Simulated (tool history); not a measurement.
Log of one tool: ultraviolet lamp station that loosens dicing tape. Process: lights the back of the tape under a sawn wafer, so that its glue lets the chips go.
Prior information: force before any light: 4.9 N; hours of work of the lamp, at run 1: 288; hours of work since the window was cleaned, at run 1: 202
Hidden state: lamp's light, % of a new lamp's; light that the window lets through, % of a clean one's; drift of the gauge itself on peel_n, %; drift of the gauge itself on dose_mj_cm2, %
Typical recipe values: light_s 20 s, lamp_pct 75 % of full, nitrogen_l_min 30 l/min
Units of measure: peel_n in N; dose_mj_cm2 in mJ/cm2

run    day  light_s  lamp_pct  nitrogen_l_min  hours of work of the lamp  hours of work since the window was cleaned  peel_n  dose_mj_cm2
  1      0       20        75              30                        288                                         202   0.372          457
  2  0.546       20        75              30                        297                                         211   0.391          464
  3  1.071       20        75              54                        306                                         220   0.284          459
  4    1.5       23        75              54                        314                                         228    0.21          530
  5  1.983       23        75              54                        322                                         236   0.211          530
  6  2.646       23        75              54                        334                                         247   0.201          526
  7  3.333       23        75              16                        345                                         259   0.427          534
  8  3.808       23        75              16                        354                                         267   0.432          532
  9   4.35       23        75              16                        363                                         277   0.427          531
 10  4.754       36        64              16                        370                                         284   0.213          702
 11  5.204       11        79              30                        378                                         291   1.063          267
 12  5.933       35        75              13                        390                                         304   0.204          798
 13  6.558       39        75              26                        401                                         315   0.113          902
 14  6.983       26        75              30                        408                                         322    0.22          604
 15  7.438       39        83              30                        416                                         330   0.101          996
       7.5  -- window cleaned of glue's vapour
 16  7.975       12        86              42                        425                                           8   0.684          314
 17  8.346       12        89              25                        431                                          15   0.827          327

Take each entry between the runs: how does the hidden state at the last listed run before it differ from the hidden state at the first listed run after it?
Run 15 -> run 16: window cleaned of glue's vapour (day 7.5)
  light that the window lets through, % of a clean one's: 99.9 -> 100

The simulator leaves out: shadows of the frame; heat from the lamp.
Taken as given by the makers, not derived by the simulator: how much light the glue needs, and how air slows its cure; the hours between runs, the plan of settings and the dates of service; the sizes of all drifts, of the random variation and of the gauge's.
